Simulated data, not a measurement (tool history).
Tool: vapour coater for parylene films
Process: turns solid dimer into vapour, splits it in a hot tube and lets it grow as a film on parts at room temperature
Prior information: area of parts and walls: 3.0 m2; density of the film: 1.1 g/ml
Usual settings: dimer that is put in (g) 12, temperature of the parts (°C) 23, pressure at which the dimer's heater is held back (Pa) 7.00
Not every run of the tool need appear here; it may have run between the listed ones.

run	hour	dimer that is put in (g)	temperature of the parts (°C)	pressure at which the dimer's heater is held back (Pa)	thickness of the film (µm)
1	0.0	12	23	7.00	2.423
2	39.7	12	23	7.00	2.428
3	85.4	12	23	7.00	2.414
4	108.9	12	23	2.46	2.759
5	152.8	12	23	2.46	2.753
6	191.4	12	23	2.46	2.741
7	226.8	12	23	7.00	2.412
8	247.2	12	23	7.00	2.395
9	275.3	12	23	7.00	2.413
10	314.9	12	23	7.00	2.408
11	339.0	10	23	7.00	2.002
12	382.8	16	23	7.00	3.192
13	413.1	16	23	7.00	3.189
14	457.7	16	23	7.00	3.202
15	496.5	16	23	7.00	3.189
16	536.0	16	23	7.00	3.190
17	564.4	16	23	7.00	3.168
18	604.6	16	23	7.00	3.162
# hour 611.6: trap's valve overhauled
19	653.7	16	23	7.00	3.336
20	686.2	16	23	7.00	3.317
21	724.5	16	23	7.00	3.320
22	762.3	16	23	7.00	3.322
23	790.8	16	23	7.00	3.301
24	829.7	12	17	7.53	2.937
25	872.1	12	33	4.23	1.948
26	908.8	6	19	4.23	1.484
27	938.5	5	20	9.47	1.091
28	982.0	12	28	7.00	2.125
29	1025.6	10	17	7.00	2.452
30	1049.6	12	23	3.71	2.653
31	1075.2	15	23	3.65	3.333
32	1100.4	12	16	7.00	3.038
33	1129.8	10	33	7.00	1.518
34	1168.4	12	19	5.28	2.858
35	1212.8	6	16	3.62	1.644
36	1233.8	6	16	3.62	1.661
37	1279.7	6	16	3.62	1.636
38	1309.9	7	30	10.44	1.078
39	1339.2	8	16	2.77	2.259
40	1374.7	8	32	3.28	1.352
41	1402.6	8	32	3.28	1.346
42	1423.3	13	18	4.75	3.214
43	1445.7	13	23	2.45	2.997

The same runs without the tool's hidden state, with the same run-to-run variation:
Hidden state at play: vapour lost through the trap's worn valve, %; true temperature of the parts over the reading, C; drift of the gauge itself on film_um, %.
run	thickness of the film (µm)
1	2.470
2	2.479
3	2.468
4	2.824
5	2.822
6	2.814
7	2.480
8	2.464
9	2.485
10	2.484
11	2.067
12	3.302
13	3.303
14	3.321
15	3.313
16	3.318
17	3.300
18	3.298
19	3.307
20	3.292
21	3.299
22	3.305
23	3.288
24	2.930
25	1.946
26	1.484
27	1.093
28	2.132
29	2.464
30	2.668
31	3.354
32	3.061
33	1.531
34	2.888
35	1.664
36	1.682
37	1.660
38	1.095
39	2.298
40	1.377
41	1.372
42	3.279
43	3.060
